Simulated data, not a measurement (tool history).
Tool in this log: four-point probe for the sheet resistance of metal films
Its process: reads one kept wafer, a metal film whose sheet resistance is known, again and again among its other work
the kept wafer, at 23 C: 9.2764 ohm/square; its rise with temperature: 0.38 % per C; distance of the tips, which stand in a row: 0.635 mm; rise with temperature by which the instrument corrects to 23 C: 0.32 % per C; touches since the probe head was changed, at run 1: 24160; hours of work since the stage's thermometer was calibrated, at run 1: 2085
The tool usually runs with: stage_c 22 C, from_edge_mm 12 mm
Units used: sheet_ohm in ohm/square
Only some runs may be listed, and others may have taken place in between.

run,hour,stage_c,from_edge_mm,touches since the probe head was changed,hours of work since the stage's thermometer was calibrated,sheet_ohm
1,0,22,12,24160,2085,9.284141
2,56.4,22,12,25661,2112,9.284099
3,101.9,33,12,26871,2134,9.345066
# hour 148.3: stage's thermometer calibrated
4,194.8,33,12,29329,22,9.347113
5,306.7,33,12,32307,76,9.346998
6,390.1,33,12,34526,116,9.345917
7,498.3,33,12,37406,168,9.34905
8,601.5,22,12,40152,218,9.284143
9,675.2,22,12,42112,253,9.287493
10,725.5,18,12,43451,277,9.261586
11,822.5,35,12,46033,324,9.356324
12,896.8,35,12,48009,359,9.361042
13,994.9,35,5,50619,407,9.422913
14,1058.7,35,31,52318,437,9.347896
15,1113.3,35,31,53771,463,9.344644
16,1191.6,35,31,55853,501,9.346741
17,1283.1,23,12,58289,545,9.291195
18,1360.7,23,12,60353,582,9.290612
19,1424.9,34,12,62061,613,9.354391
20,1522.6,28,3,64662,660,9.527057
21,1632,28,3,67573,713,9.524105
22,1693.8,32,62,69216,742,9.328741
23,1796.6,26,67,71953,792,9.292563
24,1887,20,7,74359,835,9.298827
25,1937.2,20,7,75694,859,9.300159
26,2018.4,22,5,77854,898,9.34886
27,2080.9,22,5,79518,928,9.351387
28,2173.8,22,5,81991,973,9.349979
29,2242.7,19,24,83823,1006,9.256431
30,2318.1,29,4,85830,1042,9.435741
31,2363.1,34,32,87028,1064,9.338825
32,2436.9,34,32,88991,1099,9.341984

Alternative continuations, all from the tool just after run 32; predict every row:
A,2544.9,23,33,91863,1151,?
B,2544.9,28,14,91863,1151,?
C,2544.9,30,5,91863,1151,?
D,2544.9,27,7,91863,1151,?
E,2544.9,24,9,91863,1151,?

run,sheet_ohm
A,9.275403
B,9.315795
C,9.399831
D,9.34161
E,9.308463
Without the tool's hidden state the same runs would have given:
run,sheet_ohm
A,9.274845
B,9.315236
C,9.399269
D,9.341049
E,9.307903
